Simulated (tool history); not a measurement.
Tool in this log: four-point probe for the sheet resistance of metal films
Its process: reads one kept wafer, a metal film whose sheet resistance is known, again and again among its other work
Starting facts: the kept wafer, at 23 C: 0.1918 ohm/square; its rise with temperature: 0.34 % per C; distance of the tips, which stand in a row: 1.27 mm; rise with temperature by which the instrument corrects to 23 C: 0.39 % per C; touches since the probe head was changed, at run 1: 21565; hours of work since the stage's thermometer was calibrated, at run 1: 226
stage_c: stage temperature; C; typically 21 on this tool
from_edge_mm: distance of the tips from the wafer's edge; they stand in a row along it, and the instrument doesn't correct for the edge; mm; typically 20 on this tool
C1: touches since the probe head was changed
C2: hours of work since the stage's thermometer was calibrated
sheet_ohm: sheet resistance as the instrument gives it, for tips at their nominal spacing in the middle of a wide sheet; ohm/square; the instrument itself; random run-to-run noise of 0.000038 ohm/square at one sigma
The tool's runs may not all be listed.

{"run": 1, "day": 0.0, "stage_c": 21, "from_edge_mm": 20, "C1": 21565, "C2": 226, "sheet_ohm": 0.192194}
{"run": 2, "day": 2.004, "stage_c": 21, "from_edge_mm": 20, "C1": 22398, "C2": 256, "sheet_ohm": 0.192186}
{"run": 3, "day": 3.146, "stage_c": 21, "from_edge_mm": 26, "C1": 22873, "C2": 273, "sheet_ohm": 0.192031}
{"run": 4, "day": 5.721, "stage_c": 21, "from_edge_mm": 20, "C1": 23944, "C2": 311, "sheet_ohm": 0.192096}
{"run": 5, "day": 8.162, "stage_c": 26, "from_edge_mm": 20, "C1": 24957, "C2": 348, "sheet_ohm": 0.191571}
{"run": 6, "day": 10.725, "stage_c": 24, "from_edge_mm": 20, "C1": 26023, "C2": 387, "sheet_ohm": 0.191856}
{"run": 7, "day": 12.129, "stage_c": 24, "from_edge_mm": 20, "C1": 26606, "C2": 408, "sheet_ohm": 0.191784}
{"run": 8, "day": 13.688, "stage_c": 21, "from_edge_mm": 20, "C1": 27254, "C2": 431, "sheet_ohm": 0.192199}
{"run": 9, "day": 15.629, "stage_c": 21, "from_edge_mm": 20, "C1": 28061, "C2": 460, "sheet_ohm": 0.192063}
{"run": 10, "day": 17.988, "stage_c": 21, "from_edge_mm": 20, "C1": 29040, "C2": 495, "sheet_ohm": 0.192028}
{"run": 11, "day": 20.104, "stage_c": 21, "from_edge_mm": 20, "C1": 29920, "C2": 527, "sheet_ohm": 0.19208}
{"run": 12, "day": 21.183, "stage_c": 32, "from_edge_mm": 20, "C1": 30369, "C2": 543, "sheet_ohm": 0.190905}
{"run": 13, "day": 23.562, "stage_c": 32, "from_edge_mm": 36, "C1": 31357, "C2": 579, "sheet_ohm": 0.190612}
{"run": 14, "day": 25.967, "stage_c": 21, "from_edge_mm": 21, "C1": 32356, "C2": 615, "sheet_ohm": 0.191981}
{"run": 15, "day": 27.95, "stage_c": 21, "from_edge_mm": 5, "C1": 33180, "C2": 645, "sheet_ohm": 0.198047}
{"run": 16, "day": 29.808, "stage_c": 21, "from_edge_mm": 20, "C1": 33953, "C2": 673, "sheet_ohm": 0.192084}
{"run": 17, "day": 30.967, "stage_c": 21, "from_edge_mm": 20, "C1": 34434, "C2": 690, "sheet_ohm": 0.191954}
{"run": 18, "day": 33.092, "stage_c": 21, "from_edge_mm": 20, "C1": 35318, "C2": 722, "sheet_ohm": 0.192013}
{"run": 19, "day": 34.283, "stage_c": 30, "from_edge_mm": 20, "C1": 35812, "C2": 740, "sheet_ohm": 0.19104}
{"run": 20, "day": 36.717, "stage_c": 30, "from_edge_mm": 20, "C1": 36823, "C2": 776, "sheet_ohm": 0.191035}
{"run": 21, "day": 38.179, "stage_c": 20, "from_edge_mm": 68, "C1": 37431, "C2": 798, "sheet_ohm": 0.191714}
{"run": 22, "day": 40.767, "stage_c": 28, "from_edge_mm": 13, "C1": 38506, "C2": 837, "sheet_ohm": 0.191758}
{"run": 23, "day": 42.254, "stage_c": 28, "from_edge_mm": 13, "C1": 39125, "C2": 859, "sheet_ohm": 0.191766}
{"run": 24, "day": 44.229, "stage_c": 33, "from_edge_mm": 36, "C1": 39944, "C2": 889, "sheet_ohm": 0.190412}
{"run": 25, "day": 45.633, "stage_c": 33, "from_edge_mm": 36, "C1": 40529, "C2": 910, "sheet_ohm": 0.190428}
{"run": 26, "day": 47.067, "stage_c": 33, "from_edge_mm": 36, "C1": 41124, "C2": 932, "sheet_ohm": 0.190389}
{"run": 27, "day": 48.788, "stage_c": 25, "from_edge_mm": 57, "C1": 41840, "C2": 957, "sheet_ohm": 0.191119}
{"run": 28, "day": 50.458, "stage_c": 25, "from_edge_mm": 57, "C1": 42533, "C2": 982, "sheet_ohm": 0.191085}
{"run": 29, "day": 52.579, "stage_c": 21, "from_edge_mm": 42, "C1": 43415, "C2": 1014, "sheet_ohm": 0.191499}
{"run": 30, "day": 54.138, "stage_c": 21, "from_edge_mm": 9, "C1": 44062, "C2": 1038, "sheet_ohm": 0.19344}
{"run": 31, "day": 56.533, "stage_c": 21, "from_edge_mm": 9, "C1": 45058, "C2": 1074, "sheet_ohm": 0.193417}
{"run": 32, "day": 58.271, "stage_c": 26, "from_edge_mm": 34, "C1": 45781, "C2": 1100, "sheet_ohm": 0.190999}
{"run": 33, "day": 60.529, "stage_c": 26, "from_edge_mm": 34, "C1": 46719, "C2": 1134, "sheet_ohm": 0.190985}
{"run": 34, "day": 62.042, "stage_c": 26, "from_edge_mm": 34, "C1": 47347, "C2": 1156, "sheet_ohm": 0.191017}
{"run": 35, "day": 64.412, "stage_c": 26, "from_edge_mm": 34, "C1": 48332, "C2": 1192, "sheet_ohm": 0.191011}
{"run": 36, "day": 66.75, "stage_c": 26, "from_edge_mm": 34, "C1": 49304, "C2": 1227, "sheet_ohm": 0.191023}
{"run": 37, "day": 67.904, "stage_c": 28, "from_edge_mm": 11, "C1": 49783, "C2": 1244, "sheet_ohm": 0.191927}
{"run": 38, "day": 69.912, "stage_c": 25, "from_edge_mm": 4, "C1": 50618, "C2": 1274, "sheet_ohm": 0.200648}
{"run": 39, "day": 71.179, "stage_c": 25, "from_edge_mm": 4, "C1": 51144, "C2": 1293, "sheet_ohm": 0.200683}

Run by run, hidden condition taken away, random variation retained:
The tool's hidden condition here consists of: inner tips' distance over the nominal, %; tips' flats over new ones', %; wafer's true temperature over the reading, C; drift of the gauge itself on sheet_ohm, %.
run=1 sheet_ohm=0.192429
run=2 sheet_ohm=0.192435
run=3 sheet_ohm=0.192288
run=4 sheet_ohm=0.19237
run=5 sheet_ohm=0.19186
run=6 sheet_ohm=0.192163
run=7 sheet_ohm=0.1921
run=8 sheet_ohm=0.192527
run=9 sheet_ohm=0.192404
run=10 sheet_ohm=0.192385
run=11 sheet_ohm=0.192451
run=12 sheet_ohm=0.19128
run=13 sheet_ohm=0.191002
run=14 sheet_ohm=0.192394
run=15 sheet_ohm=0.198486
run=16 sheet_ohm=0.192524
run=17 sheet_ohm=0.192401
run=18 sheet_ohm=0.192475
run=19 sheet_ohm=0.191504
run=20 sheet_ohm=0.191514
run=21 sheet_ohm=0.192208
run=22 sheet_ohm=0.192266
run=23 sheet_ohm=0.192285
run=24 sheet_ohm=0.190938
run=25 sheet_ohm=0.190964
run=26 sheet_ohm=0.190934
run=27 sheet_ohm=0.191679
run=28 sheet_ohm=0.191656
run=29 sheet_ohm=0.192088
run=30 sheet_ohm=0.194044
run=31 sheet_ohm=0.194038
run=32 sheet_ohm=0.191622
run=33 sheet_ohm=0.191623
run=34 sheet_ohm=0.191664
run=35 sheet_ohm=0.191674
run=36 sheet_ohm=0.191702
run=37 sheet_ohm=0.192614
run=38 sheet_ohm=0.20138
run=39 sheet_ohm=0.201424
